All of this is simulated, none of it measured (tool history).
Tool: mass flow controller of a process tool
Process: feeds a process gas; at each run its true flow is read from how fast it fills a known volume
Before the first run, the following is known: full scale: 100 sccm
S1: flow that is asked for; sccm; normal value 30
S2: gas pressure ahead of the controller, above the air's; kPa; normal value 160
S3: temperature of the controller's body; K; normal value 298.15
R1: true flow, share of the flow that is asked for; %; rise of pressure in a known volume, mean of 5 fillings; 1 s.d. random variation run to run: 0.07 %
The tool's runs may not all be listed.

{"run": 1, "hour": 0.0, "S1": 30, "S2": 160, "S3": 298.15, "R1": 98.54}
{"run": 2, "hour": 85.4, "S1": 30, "S2": 148, "S3": 298.15, "R1": 98.24}
{"run": 3, "hour": 148.5, "S1": 30, "S2": 160, "S3": 298.15, "R1": 98.3}
{"run": 4, "hour": 215.5, "S1": 30, "S2": 160, "S3": 298.15, "R1": 98.24}
{"run": 5, "hour": 275.3, "S1": 30, "S2": 160, "S3": 298.15, "R1": 98.13}
{"run": 6, "hour": 378.0, "S1": 30, "S2": 160, "S3": 298.15, "R1": 98.07}
{"run": 7, "hour": 428.7, "S1": 30, "S2": 160, "S3": 303.15, "R1": 98.67}
{"run": 8, "hour": 503.2, "S1": 15, "S2": 160, "S3": 303.15, "R1": 98.39}
{"run": 9, "hour": 591.7, "S1": 15, "S2": 160, "S3": 303.15, "R1": 98.27}
{"run": 10, "hour": 642.5, "S1": 24, "S2": 160, "S3": 298.15, "R1": 97.75}
{"run": 11, "hour": 714.5, "S1": 24, "S2": 160, "S3": 298.15, "R1": 97.65}
{"run": 12, "hour": 769.6, "S1": 30, "S2": 160, "S3": 298.15, "R1": 97.71}
{"run": 13, "hour": 847.9, "S1": 30, "S2": 160, "S3": 298.15, "R1": 97.68}
{"run": 14, "hour": 941.3, "S1": 30, "S2": 150, "S3": 298.15, "R1": 97.42}
{"run": 15, "hour": 990.1, "S1": 30, "S2": 150, "S3": 304.15, "R1": 97.93}
{"run": 16, "hour": 1066.2, "S1": 30, "S2": 160, "S3": 300.15, "R1": 97.47}
{"run": 17, "hour": 1152.8, "S1": 30, "S2": 160, "S3": 300.15, "R1": 97.43}
{"run": 18, "hour": 1226.0, "S1": 30, "S2": 160, "S3": 300.15, "R1": 97.34}
{"run": 19, "hour": 1309.2, "S1": 30, "S2": 160, "S3": 300.15, "R1": 97.24}
{"run": 20, "hour": 1380.4, "S1": 23, "S2": 203, "S3": 312.15, "R1": 98.72}
{"run": 21, "hour": 1465.9, "S1": 21, "S2": 175, "S3": 310.15, "R1": 98.13}
{"run": 22, "hour": 1547.5, "S1": 21, "S2": 175, "S3": 310.15, "R1": 97.98}
{"run": 23, "hour": 1594.0, "S1": 46, "S2": 190, "S3": 297.15, "R1": 97.13}
{"hour": 1633.6, "done": "gauge calibrated"}
{"run": 24, "hour": 1676.3, "S1": 14, "S2": 216, "S3": 304.15, "R1": 99.39}
{"run": 25, "hour": 1729.4, "S1": 14, "S2": 216, "S3": 304.15, "R1": 99.2}
{"run": 26, "hour": 1819.7, "S1": 14, "S2": 216, "S3": 304.15, "R1": 99.1}
{"run": 27, "hour": 1924.1, "S1": 63, "S2": 211, "S3": 306.15, "R1": 99.94}
{"run": 28, "hour": 1998.5, "S1": 30, "S2": 213, "S3": 298.15, "R1": 98.52}

5 options for the next run, each taken on its own from the tool as it stands now. Forecast them:
{"run": "A", "hour": 2080.8, "S1": 26, "S2": 141, "S3": 296.15, "R1": "?"}
{"run": "B", "hour": 2080.8, "S1": 64, "S2": 164, "S3": 295.15, "R1": "?"}
{"run": "C", "hour": 2080.8, "S1": 30, "S2": 151, "S3": 304.15, "R1": "?"}
{"run": "D", "hour": 2080.8, "S1": 86, "S2": 271, "S3": 298.15, "R1": "?"}
{"run": "E", "hour": 2080.8, "S1": 16, "S2": 157, "S3": 294.15, "R1": "?"}

run=A R1=97.64
run=B R1=98.2
run=C R1=98.5
run=D R1=99.74
run=E R1=97.24
Stripped of hidden state, with their random variation kept, the same runs would have yielded:
run=A R1=98.14
run=B R1=98.71
run=C R1=99
run=D R1=100.25
run=E R1=97.73
